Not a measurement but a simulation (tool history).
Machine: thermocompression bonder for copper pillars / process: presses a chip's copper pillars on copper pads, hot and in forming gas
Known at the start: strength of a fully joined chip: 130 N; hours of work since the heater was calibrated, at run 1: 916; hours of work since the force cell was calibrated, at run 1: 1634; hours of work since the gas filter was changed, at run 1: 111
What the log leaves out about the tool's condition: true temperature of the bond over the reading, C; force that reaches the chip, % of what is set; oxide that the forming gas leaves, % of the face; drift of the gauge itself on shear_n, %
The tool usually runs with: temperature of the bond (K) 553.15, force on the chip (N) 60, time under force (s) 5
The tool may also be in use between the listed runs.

run    hour  temperature of the bond (K)  force on the chip (N)  time under force (s)  hours of work since the heater was calibrated  hours of work since the force cell was calibrated  hours of work since the gas filter was changed  force that shears a chip off (N)
  1       0                       553.15                     60                     5                                            916                                               1634                                             111                              60.4
        8.8  -- heater calibrated with a thermocouple chip
  2    53.8                       559.15                     60                     5                                             29                                               1668                                             145                                64
  3   134.9                       553.15                     60                     5                                             82                                               1721                                             198                                59
  4   219.3                       553.15                     73                     5                                            137                                               1776                                             253                                68
  5   312.1                       553.15                     44                     5                                            198                                               1837                                             313                              41.5
        356  -- forming gas filter changed
  6     356                       553.15                     84                     5                                            226                                               1865                                               0                              80.6
  7   454.5                       553.15                     84                     4                                            290                                               1929                                              64                              74.7
  8   524.8                       553.15                     60                     5                                            336                                               1975                                             110                              56.4
      531.6  -- heater calibrated with a thermocouple chip, once more
  9   581.4                       553.15                     60                     5                                             32                                               2011                                             146                              68.6
 10   658.5                       553.15                     74                     5                                             83                                               2061                                             196                              80.9
 11   748.4                       553.15                     60                     5                                            141                                               2119                                             255                              67.8
      794.9  -- force cell calibrated
 12   834.5                       553.15                     88                     5                                            196                                                 26                                             310                              94.1
 13   877.9                       553.15                     88                     5                                            225                                                 54                                             338                              94.1
      891.5  -- forming gas filter changed
 14   938.3                       553.15                     88                     5                                            264                                                 93                                              30                                97
 15  1008.5                       553.15                     88                     5                                            310                                                139                                              76                              94.8
 16  1099.2                       553.15                     88                     5                                            369                                                198                                             135                              91.5
 17  1145.2                       546.15                     68                     4                                            399                                                228                                             165                              65.4
 18  1205.4                       553.15                     60                     5                                            438                                                267                                             205                              66.7
 19  1294.5                       553.15                     73                     3                                            496                                                325                                             263                              66.8
 20  1348.6                       573.15                     50                     3                                            531                                                361                                             298                              62.5
     1420.1  -- forming gas filter changed
 21  1447.1                       549.15                     50                     6                                            595                                                425                                              18                              56.2

Forecast each of these 3 alternatives for the next run:
  A  1502.4                       525.15                     50                     6                                            631                                                461                                              54                                 ?
  B  1502.4                       553.15                     60                    14                                            631                                                461                                              54                                 ?
  C  1502.4                       553.15                     60                    13                                            631                                                461                                              54                                 ?

run  force that shears a chip off (N)
  A                              37.1
  B                              91.9
  C                                88
With the hidden condition removed and each run's random variation left untouched, the same runs would have given:
run  force that shears a chip off (N)
  A                              43.1
  B                              99.7
  C                              95.7

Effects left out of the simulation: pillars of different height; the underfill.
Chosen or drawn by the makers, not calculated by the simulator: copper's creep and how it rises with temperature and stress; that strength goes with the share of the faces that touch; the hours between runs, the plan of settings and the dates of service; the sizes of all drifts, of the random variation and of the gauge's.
